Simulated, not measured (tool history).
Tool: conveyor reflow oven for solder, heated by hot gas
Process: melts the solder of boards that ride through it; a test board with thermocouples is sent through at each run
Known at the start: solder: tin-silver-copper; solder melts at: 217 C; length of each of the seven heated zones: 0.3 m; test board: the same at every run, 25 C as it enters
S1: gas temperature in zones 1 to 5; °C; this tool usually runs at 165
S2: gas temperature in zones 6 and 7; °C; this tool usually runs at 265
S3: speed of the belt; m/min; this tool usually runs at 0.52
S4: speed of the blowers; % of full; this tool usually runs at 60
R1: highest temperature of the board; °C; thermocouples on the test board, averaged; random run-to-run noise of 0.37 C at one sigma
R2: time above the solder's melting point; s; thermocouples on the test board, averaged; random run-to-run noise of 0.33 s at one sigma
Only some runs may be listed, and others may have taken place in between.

run	hour	S1	S2	S3	S4	R1	R2
1	0	165	265	0.52	60	245.4	42.8
# hour 15.1: flux residue cleaned out of gas plates and filters
2	18.8	162	265	0.52	60	244.7	42
3	35.9	165	265	0.52	60	245.3	43.2
4	53.9	165	265	0.52	59	244.8	42.3
5	83.7	165	265	0.52	59	245.1	43.3
6	115.3	165	265	0.52	87	249.9	47.7
7	146.1	165	265	0.52	87	249.6	48
8	160	165	257	0.52	87	243.2	43.1
9	185.9	165	257	0.52	87	243.2	43
10	214.8	165	259	0.567	64	238	33
11	233.7	165	259	0.567	64	237.7	32.9
12	246.7	165	278	0.52	54	254.6	49.1
13	264.2	166	265	0.496	51	244.5	45.3
14	285.3	176	265	0.496	51	246.6	49.8
15	298.8	166	276	0.512	66	257.1	52.3
16	318.3	170	258	0.534	76	242.5	41.7
17	340.8	170	258	0.534	76	242.3	42.3

Here are 4 independent what-if runs from the current tool condition. What would each one return?
A	358	170	276	0.618	76	?	?
B	358	165	265	0.55	79	?	?
C	358	179	258	0.474	76	?	?
D	358	175	262	0.536	60	?	?

run	R1	R2
A	252.1	40.8
B	246.9	42.2
C	246.8	55.8
D	243.7	43.6
What these runs would have given with no unlogged condition in the tool:
run	R1	R2
A	252.1	40.8
B	246.9	42.2
C	246.8	55.8
D	243.8	43.6

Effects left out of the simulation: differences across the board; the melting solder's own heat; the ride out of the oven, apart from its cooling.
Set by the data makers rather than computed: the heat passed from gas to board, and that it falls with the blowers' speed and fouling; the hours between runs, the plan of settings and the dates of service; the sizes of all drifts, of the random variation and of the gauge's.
